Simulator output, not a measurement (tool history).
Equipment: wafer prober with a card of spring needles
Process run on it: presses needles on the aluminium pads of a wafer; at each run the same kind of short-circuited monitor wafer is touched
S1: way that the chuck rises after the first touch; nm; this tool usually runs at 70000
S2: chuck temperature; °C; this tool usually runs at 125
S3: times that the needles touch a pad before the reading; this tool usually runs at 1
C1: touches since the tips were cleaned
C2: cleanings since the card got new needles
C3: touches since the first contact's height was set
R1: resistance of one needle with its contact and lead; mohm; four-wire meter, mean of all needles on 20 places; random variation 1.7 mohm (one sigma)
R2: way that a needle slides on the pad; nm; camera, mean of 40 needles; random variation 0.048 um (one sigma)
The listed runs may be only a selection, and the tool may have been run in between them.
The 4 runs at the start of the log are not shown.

run	hour	S1	S2	S3	C1	C2	C3	R1	R2
# hour 35.4: tips cleaned on abrasive film
# hour 47.7: tips cleaned on abrasive film
5	47.7	52000	125	1	0	43	197827	198	10880
6	57.0	70000	125	1	6457	43	204284	242	14890
# hour 60.5: tips cleaned on abrasive film
7	70.5	70000	125	1	6918	44	213556	245	14790
# hour 72.8: tips cleaned on abrasive film
# hour 79.3: height of the first contact set anew
# hour 85.8: tips cleaned on abrasive film
8	86.5	56000	125	1	518	46	4913	202	12190
9	96.9	56000	125	1	7715	46	12110	273	12250
# hour 97.9: tips cleaned on abrasive film
10	103.9	56000	125	1	4134	47	16860	255	12210
# hour 110.9: tips cleaned on abrasive film
11	118.4	71000	125	1	5189	48	26842	231	15430
# hour 124.1: tips cleaned on abrasive film
12	134.2	71000	125	1	6959	49	37692	236	15450
# hour 136.6: tips cleaned on abrasive film
13	146.9	71000	69	1	7151	50	46427	229	15460
# hour 149.5: tips cleaned on abrasive film
14	155.2	70000	125	1	3962	51	52127	224	15150
# hour 161.8: tips cleaned on abrasive film
15	166.4	70000	47	1	3180	52	59795	208	15120
# hour 174.3: tips cleaned on abrasive film
16	182.4	70000	34	1	5663	53	70825	226	15130
# hour 187.3: tips cleaned on abrasive film
17	194.3	70000	34	1	4854	54	78981	221	15160
# hour 200.4: tips cleaned on abrasive film
18	204.4	70000	34	1	2744	55	85877	202	15040
# hour 213.1: tips cleaned on abrasive film
19	214.4	89000	30	3	926	56	92753	165	19220
# hour 225.9: tips cleaned on abrasive film
20	228.2	89000	30	3	1556	57	102199	165	19160
# hour 238.0: tips cleaned on abrasive film
21	242.6	89000	30	3	3195	58	112143	169	19060

Estimate the outcome of run 22 from the log above:
# hour 250.7: tips cleaned on abrasive film
22	253.8	81000	82	2	2154	59	119793	?	?

{"run 22": {"R1": 184, "R2": 17380}}
The same run, on a tool lacking any hidden state, would have yielded R1 165 mohm, R2 17700 nm.
